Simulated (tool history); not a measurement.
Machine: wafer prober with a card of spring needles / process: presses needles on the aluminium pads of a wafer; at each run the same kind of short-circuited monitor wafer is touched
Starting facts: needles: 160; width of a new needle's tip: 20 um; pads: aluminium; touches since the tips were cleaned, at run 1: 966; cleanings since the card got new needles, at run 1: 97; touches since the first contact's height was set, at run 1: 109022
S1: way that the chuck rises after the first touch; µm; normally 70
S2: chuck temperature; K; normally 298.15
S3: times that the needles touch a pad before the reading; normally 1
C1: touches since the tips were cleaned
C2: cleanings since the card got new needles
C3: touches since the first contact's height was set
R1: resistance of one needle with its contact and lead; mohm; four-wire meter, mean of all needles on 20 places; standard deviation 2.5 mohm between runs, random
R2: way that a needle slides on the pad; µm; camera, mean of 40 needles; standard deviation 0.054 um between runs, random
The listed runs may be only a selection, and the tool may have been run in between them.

Run 1, day 0.000: usual settings; C1 966; C2 97; C3 109022. Result: R1 283 mohm, R2 17.52 µm.
At day 0.858: tips cleaned on abrasive film.
Run 2, day 1.679: usual settings but S3 3; C1 3897; C2 98; C3 116987. Result: R1 282 mohm, R2 17.42 µm.
At day 1.846: tips cleaned on abrasive film.
At day 2.867: tips cleaned on abrasive film.
Run 3, day 3.512: usual settings but S3 2; C1 3073; C2 100; C3 125679. Result: R1 287 mohm, R2 17.39 µm.
At day 3.979: tips cleaned on abrasive film.
At day 5.012: tips cleaned on abrasive film.
Run 4, day 5.567: usual settings but S3 2; C1 2637; C2 102; C3 135405. Result: R1 286 mohm, R2 17.32 µm.
At day 6.117: tips cleaned on abrasive film.
At day 7.146: tips cleaned on abrasive film.
At day 8.108: tips cleaned on abrasive film.
Run 5, day 8.146: usual settings; C1 163; C2 105; C3 147603. Result: R1 281 mohm, R2 17.34 µm.
At day 9.117: tips cleaned on abrasive film.
At day 10.154: tips cleaned on abrasive film.
Run 6, day 10.154: usual settings; C1 0; C2 107; C3 157128. Result: R1 282 mohm, R2 17.19 µm.
At day 11.121: tips cleaned on abrasive film.
Run 7, day 12.017: usual settings but S1 51 µm; C1 4266; C2 108; C3 165962. Result: R1 297 mohm, R2 12.57 µm.
At day 12.200: tips cleaned on abrasive film.
At day 13.146: tips cleaned on abrasive film.
At day 14.162: tips cleaned on abrasive film.
Run 8, day 14.271: usual settings but S1 51 µm; C1 517; C2 111; C3 176639. Result: R1 293 mohm, R2 12.56 µm.
At day 15.175: tips cleaned on abrasive film.
At day 16.150: tips cleaned on abrasive film.
Run 9, day 16.588: usual settings but S1 51 µm; C1 2095; C2 113; C3 187615. Result: R1 297 mohm, R2 12.45 µm.
At day 17.179: tips cleaned on abrasive film.
Run 10, day 17.875: usual settings but S1 51 µm; C1 3317; C2 114; C3 193724. Result: R1 294 mohm, R2 12.54 µm.
At day 18.112: tips cleaned on abrasive film.
At day 18.312: height of the first contact set anew.
At day 19.133: tips cleaned on abrasive film.
At day 20.175: tips cleaned on abrasive film.
Run 11, day 20.800: usual settings but S1 51 µm; C1 2981; C2 117; C3 11783. Result: R1 296 mohm, R2 12.40 µm.
At day 21.133: tips cleaned on abrasive film.
At day 22.104: tips cleaned on abrasive film.
Run 12, day 22.733: usual settings but S1 51 µm; C1 2989; C2 119; C3 20932. Result: R1 291 mohm, R2 12.35 µm.
At day 23.192: tips cleaned on abrasive film.
At day 24.271: tips cleaned on abrasive film.
At day 25.258: tips cleaned on abrasive film.
Run 13, day 25.696: usual settings but S1 51 µm; C1 2087; C2 122; C3 34973. Result: R1 295 mohm, R2 12.42 µm.
At day 26.338: tips cleaned on abrasive film.
At day 27.292: tips cleaned on abrasive film.
Run 14, day 27.604: usual settings but S1 51 µm; C1 1486; C2 124; C3 44012. Result: R1 297 mohm, R2 12.36 µm.
At day 28.321: tips cleaned on abrasive film.
At day 29.321: tips cleaned on abrasive film.
Run 15, day 30.125: usual settings but S2 305.15 K; C1 3822; C2 126; C3 55957. Result: R1 285 mohm, R2 16.91 µm.
At day 30.254: tips cleaned on abrasive film.
At day 31.325: tips cleaned on abrasive film.
Run 16, day 31.458: usual settings but S1 73 µm, S2 313.15 K, S3 3; C1 644; C2 128; C3 62270. Result: R1 287 mohm, R2 17.70 µm.
At day 32.438: tips cleaned on abrasive film.
At day 33.146: gauge calibrated.
At day 33.379: tips cleaned on abrasive film.
Run 17, day 33.475: usual settings but S1 65 µm, S2 319.15 K, S3 3; C1 440; C2 130; C3 71813. Result: R1 293 mohm, R2 16.15 µm.
At day 34.400: tips cleaned on abrasive film.
At day 35.383: tips cleaned on abrasive film.
At day 36.350: tips cleaned on abrasive film.
Run 18, day 36.350: usual settings but S1 54 µm, S2 389.15 K; C1 0; C2 133; C3 85428. Result: R1 324 mohm, R2 13.39 µm.
At day 37.329: tips cleaned on abrasive film.
At day 38.350: tips cleaned on abrasive film.
Run 19, day 38.408: usual settings but S1 73 µm, S2 330.15 K; C1 268; C2 135; C3 95180. Result: R1 291 mohm, R2 18.16 µm.
At day 39.450: tips cleaned on abrasive film.
Run 20, day 40.354: usual settings but S1 73 µm, S2 334.15 K; C1 4298; C2 136; C3 104421. Result: R1 298 mohm, R2 18.04 µm.
At day 40.496: tips cleaned on abrasive film.
At day 41.517: tips cleaned on abrasive film.
Run 21, day 42.100: usual settings but S1 78 µm, S2 334.15 K; C1 2785; C2 138; C3 112691. Result: R1 292 mohm, R2 19.25 µm.
At day 42.462: tips cleaned on abrasive film.
At day 43.400: tips cleaned on abrasive film.
Run 22, day 43.517: usual settings but S1 88 µm, S2 367.15 K; C1 548; C2 140; C3 119386. Result: R1 300 mohm, R2 21.73 µm.
At day 44.429: tips cleaned on abrasive film.
Run 23, day 44.971: usual settings but S1 74 µm, S2 312.15 K; C1 2565; C2 141; C3 126279. Result: R1 283 mohm, R2 18.29 µm.
At day 45.504: tips cleaned on abrasive film.
At day 46.592: tips cleaned on abrasive film.
Run 24, day 47.338: usual settings but S1 74 µm, S2 371.15 K; C1 3546; C2 143; C3 137502. Result: R1 304 mohm, R2 18.15 µm.
At day 47.529: tips cleaned on abrasive film.
At day 48.550: tips cleaned on abrasive film.
At day 49.538: tips cleaned on abrasive film.
Run 25, day 49.538: usual settings but S1 74 µm, S2 328.15 K; C1 0; C2 146; C3 147911. Result: R1 290 mohm, R2 18.15 µm.
At day 50.675: tips cleaned on abrasive film.
Run 26, day 51.383: usual settings but S1 74 µm, S2 328.15 K; C1 3372; C2 147; C3 156675. Result: R1 291 mohm, R2 18.12 µm.
At day 51.621: tips cleaned on abrasive film.
At day 52.779: tips cleaned on abrasive film.
Run 27, day 53.079: usual settings but S1 77 µm, S2 344.15 K; C1 1412; C2 149; C3 164690. Result: R1 297 mohm, R2 18.79 µm.
At day 53.721: tips cleaned on abrasive film.
At day 54.733: tips cleaned on abrasive film.
Run 28, day 55.642: usual settings but S1 64 µm, S2 312.15 K; C1 4328; C2 151; C3 176853. Result: R1 293 mohm, R2 15.58 µm.
At day 55.833: tips cleaned on abrasive film.
At day 56.871: tips cleaned on abrasive film.
At day 57.954: tips cleaned on abrasive film.
Run 29, day 58.521: usual settings but S1 77 µm, S2 315.15 K, S3 2; C1 2684; C2 154; C3 190484. Result: R1 286 mohm, R2 18.76 µm.

Subtracting, for every run, the result it would have given without the tool's unlogged condition from the measured result gives the following. The same run-to-run variation enters both numbers; the gauge's scatter may not:
The tool's hidden condition here consists of: debris on the tips, nm; way that the needles fall short of the set height, um; tips' diameter, um; drift of the gauge itself on contact_mohm, %; drift of the gauge itself on scrub_um, %.
run     R2
  1  +0.00
  2  -0.03
  3  -0.06
  4  -0.09
  5  -0.13
  6  -0.16
  7  -0.14
  8  -0.16
  9  -0.20
 10  -0.21
 11  -0.24
 12  -0.26
 13  -0.29
 14  -0.31
 15  -0.48
 16  -0.52
 17  -0.01
 18  -0.04
 19  -0.09
 20  -0.12
 21  -0.16
 22  -0.20
 23  -0.20
 24  -0.23
 25  -0.28
 26  -0.31
 27  -0.35
 28  -0.33
 29  -0.44
R1: differs from the measured result by no more than 2 mohm in any run.
